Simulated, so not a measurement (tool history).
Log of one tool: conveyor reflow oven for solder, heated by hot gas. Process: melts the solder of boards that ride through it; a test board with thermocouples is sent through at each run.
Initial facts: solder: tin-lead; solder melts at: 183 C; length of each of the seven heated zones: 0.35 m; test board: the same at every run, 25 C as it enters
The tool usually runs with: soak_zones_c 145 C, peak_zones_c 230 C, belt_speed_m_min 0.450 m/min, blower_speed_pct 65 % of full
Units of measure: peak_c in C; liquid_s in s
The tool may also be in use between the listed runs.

Run 1, hour 0.0: usual settings. Result: peak_c 218.8 C, liquid_s 76.8 s.
Run 2, hour 40.0: usual settings but soak_zones_c 151 C. Result: peak_c 219.0 C, liquid_s 82.2 s.
At hour 117.9: flux residue cleaned out of gas plates and filters.
Run 3, hour 117.9: usual settings but peak_zones_c 235 C. Result: peak_c 224.1 C, liquid_s 80.5 s.
Run 4, hour 160.3: usual settings but peak_zones_c 235 C. Result: peak_c 223.8 C, liquid_s 81.5 s.
Run 5, hour 207.6: usual settings. Result: peak_c 218.6 C, liquid_s 78.4 s.
Run 6, hour 254.2: usual settings. Result: peak_c 219.5 C, liquid_s 78.5 s.
Run 7, hour 319.3: usual settings but blower_speed_pct 51 % of full. Result: peak_c 215.8 C, liquid_s 75.2 s.
Run 8, hour 368.0: usual settings but belt_speed_m_min 0.478 m/min, blower_speed_pct 58 % of full. Result: peak_c 215.7 C, liquid_s 70.1 s.
At hour 392.0: thermocouples of zones 6 and 7 changed.
At hour 436.9: belt drive overhauled, speed set with a stopwatch.
Run 9, hour 440.8: usual settings but belt_speed_m_min 0.478 m/min, blower_speed_pct 58 % of full. Result: peak_c 213.4 C, liquid_s 63.6 s.
Run 10, hour 497.0: usual settings but soak_zones_c 137 C, belt_speed_m_min 0.443 m/min. Result: peak_c 215.5 C, liquid_s 69.5 s.
Run 11, hour 558.0: usual settings but peak_zones_c 240 C, blower_speed_pct 79 % of full. Result: peak_c 227.4 C, liquid_s 80.9 s.
Run 12, hour 604.2: usual settings but peak_zones_c 227 C, belt_speed_m_min 0.528 m/min. Result: peak_c 209.1 C, liquid_s 53.5 s.
At hour 625.3: flux residue cleaned out of gas plates and filters.
Run 13, hour 679.9: usual settings but peak_zones_c 236 C, belt_speed_m_min 0.487 m/min. Result: peak_c 220.6 C, liquid_s 70.2 s.
Run 14, hour 742.5: usual settings but peak_zones_c 218 C, belt_speed_m_min 0.487 m/min, blower_speed_pct 56 % of full. Result: peak_c 202.9 C, liquid_s 51.9 s.

Each row is a separate what-if for the run after 14, all from the same tool condition, not one after another. Results?
Run A, hour 788.2: usual settings but blower_speed_pct 63 % of full. Result: peak_c ?, liquid_s ?.
Run B, hour 788.2: usual settings but peak_zones_c 244 C, belt_speed_m_min 0.463 m/min, blower_speed_pct 56 % of full. Result: peak_c ?, liquid_s ?.
Run C, hour 788.2: usual settings but peak_zones_c 218 C, belt_speed_m_min 0.406 m/min, blower_speed_pct 56 % of full. Result: peak_c ?, liquid_s ?.
Run D, hour 788.2: usual settings but belt_speed_m_min 0.408 m/min. Result: peak_c ?, liquid_s ?.
Run E, hour 788.2: usual settings but belt_speed_m_min 0.369 m/min. Result: peak_c ?, liquid_s ?.

run  peak_c  liquid_s
  A   216.6      73.8
  B   227.6      80.0
  C   207.6      72.2
  D   220.2      85.4
  E   222.3      97.1
Take away the tool's hidden state, keep each run's random variation, and the runs would have read:
run  peak_c  liquid_s
  A   216.2      73.2
  B   227.2      79.4
  C   207.1      71.4
  D   219.8      84.7
  E   221.7      96.4
